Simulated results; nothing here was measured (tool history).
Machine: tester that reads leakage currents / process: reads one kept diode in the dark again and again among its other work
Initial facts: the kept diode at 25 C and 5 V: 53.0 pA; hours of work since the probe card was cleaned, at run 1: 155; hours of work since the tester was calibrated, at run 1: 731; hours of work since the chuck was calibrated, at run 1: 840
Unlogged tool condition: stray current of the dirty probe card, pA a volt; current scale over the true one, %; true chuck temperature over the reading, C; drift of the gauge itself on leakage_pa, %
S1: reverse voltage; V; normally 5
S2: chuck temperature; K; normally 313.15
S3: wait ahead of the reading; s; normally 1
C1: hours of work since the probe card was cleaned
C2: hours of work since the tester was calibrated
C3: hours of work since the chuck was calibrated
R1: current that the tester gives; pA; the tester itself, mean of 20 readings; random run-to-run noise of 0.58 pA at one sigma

run,day,S1,S2,S3,C1,C2,C3,R1
1,0,5,313.15,1,155,731,840,188.85
2,1.496,5,313.15,1,171,747,856,189.6
3,3.075,15.26,313.15,1,187,763,872,302.65
4,4.471,15.26,313.15,1,202,778,887,303.61
5,5.712,15.26,313.15,1,215,791,900,303.69
6,7.325,15.26,313.15,1,232,808,917,303.68
7,8.508,5,313.15,1,244,820,929,188.62
8,9.342,5,313.15,1,253,829,938,189.61
9,11.267,5,313.15,1,273,849,958,188.12
10,12.979,5,313.15,1,291,867,976,188.63
11,14.108,5,304.15,1,303,879,988,89.54
12,15.579,5,304.15,1,318,894,1003,88.73
13,17.496,5,313.15,0.63,338,914,1023,189.08
14,18.942,5,313.15,0.63,353,929,1038,188.54
15,20.712,5,313.15,0.63,372,948,1057,189.52
16,21.858,5,313.15,0.63,384,960,1069,188.38
17,22.808,5,313.15,0.63,394,970,1079,187.96
18,24.538,5,313.15,0.63,412,988,1097,188.8
19,25.404,17.49,313.15,1,421,997,1106,320.62
20,26.208,17.49,313.15,1,429,1005,1114,319.33
21,27.321,3.25,300.15,6.1,441,1017,1126,52.1
22,28.875,12.46,312.15,0.43,457,1033,1142,257.4
23,29.658,12.46,312.15,0.43,465,1042,1151,258.19
24,30.521,8.67,313.15,2.47,474,1051,1160,236.38
25,31.433,8.67,311.15,0.31,484,1060,1169,204.26
26,33.308,3.08,313.15,7.34,504,1080,1189,152.68
27,35.246,2.49,309.15,1.4,524,1100,1209,100.12
28,36.067,2.49,320.15,1.4,532,1109,1218,243.69
29,37.65,2.49,320.15,1.4,549,1125,1234,244.86
30,39.033,1.55,320.15,1.4,564,1140,1249,198.12
31,39.962,5,298.15,4.45,573,1149,1258,52.62
32,41.596,5,298.15,4.45,590,1166,1275,52.58
33,43.275,3.08,298.15,4.45,608,1184,1293,42.54
34,44.604,5,313.15,0.75,622,1198,1307,188.19
# day 45.4: chuck's temperature calibrated
35,46.158,1.62,304.15,0.61,637,1213,8,57.23
36,47.083,5.59,308.15,0.45,647,1223,18,136.91
37,48.475,5,316.15,5.85,661,1238,32,247.2
38,49.567,2.92,313.15,1,673,1249,44,154.1
39,51.454,2.92,313.15,1,693,1269,63,155.87

Consider 3 possible next runs. They are alternatives, not a sequence: every one starts from the tool as it was left by run 39. What does each give?
A,53.242,5,313.15,2.63,711,1287,82,?
B,53.242,15.39,295.15,1.37,711,1287,82,?
C,53.242,1.28,313.15,6.71,711,1287,82,?

run,R1
A,194.45
B,72.03
C,109.5
With no hidden state in the tool, these same runs would have given:
run,R1
A,192.12
B,66.08
C,108.76
